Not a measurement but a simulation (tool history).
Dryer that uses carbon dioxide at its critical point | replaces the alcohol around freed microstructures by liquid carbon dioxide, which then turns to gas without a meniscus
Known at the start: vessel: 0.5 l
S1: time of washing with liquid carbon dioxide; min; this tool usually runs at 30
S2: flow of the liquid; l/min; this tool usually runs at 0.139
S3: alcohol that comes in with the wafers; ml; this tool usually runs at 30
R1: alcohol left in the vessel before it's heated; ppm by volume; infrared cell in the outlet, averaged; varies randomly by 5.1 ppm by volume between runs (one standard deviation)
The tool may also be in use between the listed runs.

Run 1, hour 0: usual settings. Result: R1 89 ppm by volume.
Run 2, hour 11.5: usual settings. Result: R1 100 ppm by volume.
Run 3, hour 21.7: usual settings. Result: R1 97 ppm by volume.
Run 4, hour 35.3: usual settings. Result: R1 108 ppm by volume.
Run 5, hour 43.5: usual settings. Result: R1 102 ppm by volume.
Run 6, hour 52.5: usual settings. Result: R1 98 ppm by volume.
Run 7, hour 64.4: usual settings. Result: R1 102 ppm by volume.
Run 8, hour 76.7: usual settings but S2 0.167 l/min. Result: R1 57 ppm by volume.
Run 9, hour 91.4: usual settings but S2 0.087 l/min. Result: R1 878 ppm by volume.
Run 10, hour 100.2: usual settings but S2 0.103 l/min. Result: R1 437 ppm by volume.
Run 11, hour 111.8: usual settings but S2 0.103 l/min. Result: R1 425 ppm by volume.
Run 12, hour 128.2: usual settings. Result: R1 117 ppm by volume.
Run 13, hour 142.2: usual settings. Result: R1 114 ppm by volume.
Run 14, hour 154.6: usual settings. Result: R1 119 ppm by volume.
Run 15, hour 167.5: usual settings. Result: R1 122 ppm by volume.
Run 16, hour 175.1: usual settings. Result: R1 120 ppm by volume.
Run 17, hour 184.9: usual settings. Result: R1 118 ppm by volume.
Run 18, hour 198.3: usual settings. Result: R1 115 ppm by volume.
Run 19, hour 210.9: usual settings but S1 36 min, S2 0.121 l/min, S3 33 ml. Result: R1 110 ppm by volume.
Run 20, hour 223: usual settings but S1 36 min, S2 0.172 l/min, S3 31 ml. Result: R1 45 ppm by volume.
Run 21, hour 234.9: usual settings but S1 31 min, S3 38 ml. Result: R1 131 ppm by volume.
Run 22, hour 243.3: usual settings but S1 21 min, S2 0.21 l/min, S3 42 ml. Result: R1 151 ppm by volume.
Run 23, hour 258.5: usual settings but S2 0.234 l/min, S3 26 ml. Result: R1 45 ppm by volume.
Run 24, hour 267.9: usual settings but S2 0.234 l/min, S3 26 ml. Result: R1 50 ppm by volume.
At hour 271.9: inlet filter changed.
Run 25, hour 276: usual settings but S1 45 min, S2 0.122 l/min. Result: R1 39 ppm by volume.
Run 26, hour 287.9: usual settings but S1 27 min, S2 0.097 l/min. Result: R1 807 ppm by volume.
Run 27, hour 298.7: usual settings but S2 0.226 l/min, S3 55 ml. Result: R1 48 ppm by volume.
Run 28, hour 312.4: usual settings but S1 27 min, S3 55 ml. Result: R1 295 ppm by volume.
Run 29, hour 327.1: usual settings but S1 27 min, S2 0.099 l/min, S3 86 ml. Result: R1 2107 ppm by volume.
Run 30, hour 337.2: usual settings but S1 33 min, S2 0.102 l/min, S3 29 ml. Result: R1 271 ppm by volume.
Run 31, hour 344.5: usual settings but S1 33 min, S2 0.102 l/min, S3 29 ml. Result: R1 280 ppm by volume.
Run 32, hour 357.4: usual settings but S1 28 min, S2 0.102 l/min, S3 42 ml. Result: R1 796 ppm by volume.
Run 33, hour 368.9: usual settings but S1 24 min, S2 0.141 l/min, S3 33 ml. Result: R1 340 ppm by volume.
Run 34, hour 385.3: usual settings but S1 24 min, S2 0.141 l/min, S3 33 ml. Result: R1 342 ppm by volume.

Here are 5 independent what-if runs from the current tool condition. What would each one return?
Run A, hour 395.5: usual settings but S1 29 min, S2 0.16 l/min, S3 33 ml. Result: R1 ?.
Run B, hour 395.5: usual settings but S1 20 min, S2 0.199 l/min. Result: R1 ?.
Run C, hour 395.5: usual settings but S1 19 min, S2 0.219 l/min, S3 76 ml. Result: R1 ?.
Run D, hour 395.5: usual settings but S1 23 min, S2 0.141 l/min, S3 81 ml. Result: R1 ?.
Run E, hour 395.5: usual settings but S1 18 min, S3 67 ml. Result: R1 ?.

run    R1
  A    93
  B   162
  C   276
  D   944
  E  2455
Without the tool's hidden state the same runs would have given:
run    R1
  A    37
  B    98
  C   195
  D   791
  E  2183
